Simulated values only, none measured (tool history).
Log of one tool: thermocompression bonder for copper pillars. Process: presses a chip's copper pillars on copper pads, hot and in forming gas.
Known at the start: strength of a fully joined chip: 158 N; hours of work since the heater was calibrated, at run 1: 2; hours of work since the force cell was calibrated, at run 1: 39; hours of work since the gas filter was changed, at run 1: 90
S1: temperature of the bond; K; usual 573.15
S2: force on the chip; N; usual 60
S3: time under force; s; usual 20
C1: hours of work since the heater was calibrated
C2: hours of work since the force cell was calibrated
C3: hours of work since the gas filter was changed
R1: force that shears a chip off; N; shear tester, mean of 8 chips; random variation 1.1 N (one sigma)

Run 1, hour 0: usual settings; C1 2; C2 39; C3 90. Result: R1 100 N.
Run 2, hour 17.8: usual settings but S2 43 N; C1 11; C2 47; C3 99. Result: R1 81.7 N.
Run 3, hour 31.9: usual settings but S2 43 N; C1 18; C2 54; C3 106. Result: R1 81.4 N.
Run 4, hour 54.9: usual settings; C1 29; C2 65; C3 117. Result: R1 95.8 N.
Run 5, hour 72.7: usual settings; C1 37; C2 74; C3 125. Result: R1 95.9 N.
Run 6, hour 97.3: usual settings but S1 558.15 K; C1 49; C2 86; C3 137. Result: R1 82.3 N.
At hour 100.2: force cell calibrated.
Run 7, hour 121.7: usual settings but S1 555.15 K, S3 12 s; C1 60; C2 10; C3 148. Result: R1 66.1 N.
Run 8, hour 139.9: usual settings but S1 582.15 K, S3 10 s; C1 69; C2 19; C3 157. Result: R1 85.1 N.
At hour 155.1: force cell calibrated, once more.
Run 9, hour 163.1: usual settings but S1 582.15 K, S3 10 s; C1 80; C2 4; C3 168. Result: R1 84.7 N.
Run 10, hour 188.9: usual settings but S1 582.15 K, S3 10 s; C1 92; C2 16; C3 180. Result: R1 83.3 N.
Run 11, hour 213.8: usual settings but S1 597.15 K, S3 31 s; C1 104; C2 28; C3 192. Result: R1 122.3 N.
At hour 215.5: forming gas filter changed.
Run 12, hour 238.4: usual settings but S1 584.15 K; C1 116; C2 40; C3 11. Result: R1 113.1 N.

3 ways to go on from here, each from the tool as it stands after run 12. What would each give?
Run A, hour 256.4: usual settings but S1 598.15 K; C1 124; C2 49; C3 20. Result: R1 ?.
Run B, hour 256.4: usual settings but S1 555.15 K; C1 124; C2 49; C3 20. Result: R1 ?.
Run C, hour 256.4: usual settings but S2 86 N; C1 124; C2 49; C3 20. Result: R1 ?.

run     R1
  A  124.8
  B   83.1
  C  119.9
Without the tool's hidden state the same runs would have given:
run     R1
  A  126.7
  B   84.7
  C  121.9
